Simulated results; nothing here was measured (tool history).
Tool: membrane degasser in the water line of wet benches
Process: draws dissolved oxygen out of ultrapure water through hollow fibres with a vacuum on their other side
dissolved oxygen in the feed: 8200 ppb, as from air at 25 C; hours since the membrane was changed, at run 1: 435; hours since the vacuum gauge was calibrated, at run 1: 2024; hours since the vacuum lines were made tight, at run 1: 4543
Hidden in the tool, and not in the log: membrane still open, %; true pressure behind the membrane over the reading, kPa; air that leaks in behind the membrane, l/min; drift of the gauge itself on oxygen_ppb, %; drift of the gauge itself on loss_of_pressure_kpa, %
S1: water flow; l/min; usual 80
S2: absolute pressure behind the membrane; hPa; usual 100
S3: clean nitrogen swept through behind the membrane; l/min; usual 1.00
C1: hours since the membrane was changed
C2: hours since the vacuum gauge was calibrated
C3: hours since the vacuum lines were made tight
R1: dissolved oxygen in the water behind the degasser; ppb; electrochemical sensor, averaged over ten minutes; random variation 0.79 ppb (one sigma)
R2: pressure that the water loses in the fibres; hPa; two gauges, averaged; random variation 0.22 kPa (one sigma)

run 1 hour=0.0 | S1=80 S2=100 S3=1.00 | C1=435 C2=2024 C3=4543 | R1=853.8 R2=523.2
run 2 hour=84.0 | S1=80 S2=100 S3=1.00 | C1=519 C2=2107 C3=4627 | R1=855.2 R2=525.4
run 3 hour=211.1 | S1=80 S2=100 S3=1.00 | C1=646 C2=2235 C3=4754 | R1=854.4 R2=520.0
run 4 hour=336.8 | S1=80 S2=100 S3=1.00 | C1=771 C2=2360 C3=4880 | R1=856.7 R2=526.4
run 5 hour=438.0 | S1=80 S2=100 S3=1.00 | C1=873 C2=2462 C3=4981 | R1=855.6 R2=528.5
run 6 hour=581.8 | S1=80 S2=66 S3=1.00 | C1=1016 C2=2605 C3=5125 | R1=453.8 R2=524.3
run 7 hour=672.3 | S1=80 S2=66 S3=1.00 | C1=1107 C2=2696 C3=5215 | R1=453.3 R2=528.1
run 8 hour=742.0 | S1=80 S2=66 S3=1.00 | C1=1177 C2=2766 C3=5285 | R1=453.6 R2=529.3
run 9 hour=882.7 | S1=80 S2=66 S3=1.00 | C1=1317 C2=2906 C3=5426 | R1=454.6 R2=527.7
run 10 hour=977.1 | S1=95 S2=66 S3=1.00 | C1=1412 C2=3001 C3=5520 | R1=526.1 R2=629.7
run 11 hour=1050.1 | S1=83 S2=100 S3=1.00 | C1=1485 C2=3074 C3=5593 | R1=879.5 R2=545.8
run 12 hour=1218.6 | S1=83 S2=100 S3=1.00 | C1=1653 C2=3242 C3=5761 | R1=879.6 R2=545.5
run 13 hour=1289.6 | S1=80 S2=82 S3=1.00 | C1=1724 C2=3313 C3=5832 | R1=648.6 R2=527.4
run 14 hour=1377.5 | S1=80 S2=100 S3=1.00 | C1=1812 C2=3401 C3=5920 | R1=857.3 R2=527.5
run 15 hour=1485.6 | S1=94 S2=100 S3=1.00 | C1=1920 C2=3509 C3=6028 | R1=964.3 R2=625.3
run 16 hour=1557.1 | S1=92 S2=100 S3=1.00 | C1=1992 C2=3581 C3=6100 | R1=949.8 R2=612.5
-- hour=1582.9 seals of the vacuum lines changed
run 17 hour=1690.5 | S1=112 S2=163 S3=0.67 | C1=2123 C2=3712 C3=108 | R1=2310.5 R2=746.9
run 18 hour=1799.6 | S1=80 S2=100 S3=1.90 | C1=2232 C2=3821 C3=217 | R1=558.0 R2=530.3
run 19 hour=1925.2 | S1=80 S2=100 S3=2.19 | C1=2358 C2=3947 C3=342 | R1=502.2 R2=531.0
run 20 hour=2014.4 | S1=80 S2=100 S3=2.19 | C1=2447 C2=4036 C3=432 | R1=501.6 R2=533.0
-- hour=2023.0 vacuum gauge calibrated
run 21 hour=2174.8 | S1=80 S2=100 S3=2.19 | C1=2607 C2=152 C3=591 | R1=503.4 R2=534.7
run 22 hour=2288.5 | S1=70 S2=68 S3=1.53 | C1=2721 C2=266 C3=705 | R1=325.2 R2=468.4
run 23 hour=2415.7 | S1=59 S2=100 S3=0.82 | C1=2848 C2=393 C3=832 | R1=795.1 R2=390.9
run 24 hour=2520.2 | S1=59 S2=100 S3=0.82 | C1=2952 C2=497 C3=937 | R1=795.7 R2=394.3
-- hour=2578.4 vacuum gauge calibrated, once more
run 25 hour=2643.1 | S1=59 S2=100 S3=0.82 | C1=3075 C2=65 C3=1059 | R1=788.0 R2=395.1
run 26 hour=2730.6 | S1=55 S2=61 S3=0.67 | C1=3162 C2=152 C3=1147 | R1=382.9 R2=369.2
run 27 hour=2850.4 | S1=80 S2=100 S3=0.59 | C1=3282 C2=272 C3=1267 | R1=1157.2 R2=533.0
run 28 hour=2970.7 | S1=80 S2=100 S3=0.59 | C1=3402 C2=392 C3=1387 | R1=1159.8 R2=534.2
run 29 hour=3079.0 | S1=64 S2=100 S3=1.79 | C1=3511 C2=501 C3=1495 | R1=480.3 R2=428.9
run 30 hour=3230.9 | S1=64 S2=100 S3=1.79 | C1=3662 C2=652 C3=1647 | R1=480.5 R2=428.0
run 31 hour=3394.8 | S1=64 S2=229 S3=1.79 | C1=3826 C2=816 C3=1811 | R1=1263.8 R2=430.5

Forecast each of these 4 alternatives for the next run:
run A hour=3522.3 | S1=80 S2=101 S3=0.56 | C1=3954 C2=944 C3=1938 | R1=? R2=?
run B hour=3522.3 | S1=80 S2=100 S3=2.94 | C1=3954 C2=944 C3=1938 | R1=? R2=?
run C hour=3522.3 | S1=64 S2=229 S3=1.42 | C1=3954 C2=944 C3=1938 | R1=? R2=?
run D hour=3522.3 | S1=124 S2=126 S3=0.55 | C1=3954 C2=944 C3=1938 | R1=? R2=?

run=A R1=1205.8 R2=537.9
run=B R1=399.4 R2=537.2
run=C R1=1486.8 R2=428.0
run=D R1=2026.4 R2=836.1
Without the tool's hidden state the same runs would have given:
run=A R1=1205.5 R2=525.6
run=B R1=395.5 R2=524.8
run=C R1=1484.1 R2=418.1
run=D R1=2022.3 R2=816.8

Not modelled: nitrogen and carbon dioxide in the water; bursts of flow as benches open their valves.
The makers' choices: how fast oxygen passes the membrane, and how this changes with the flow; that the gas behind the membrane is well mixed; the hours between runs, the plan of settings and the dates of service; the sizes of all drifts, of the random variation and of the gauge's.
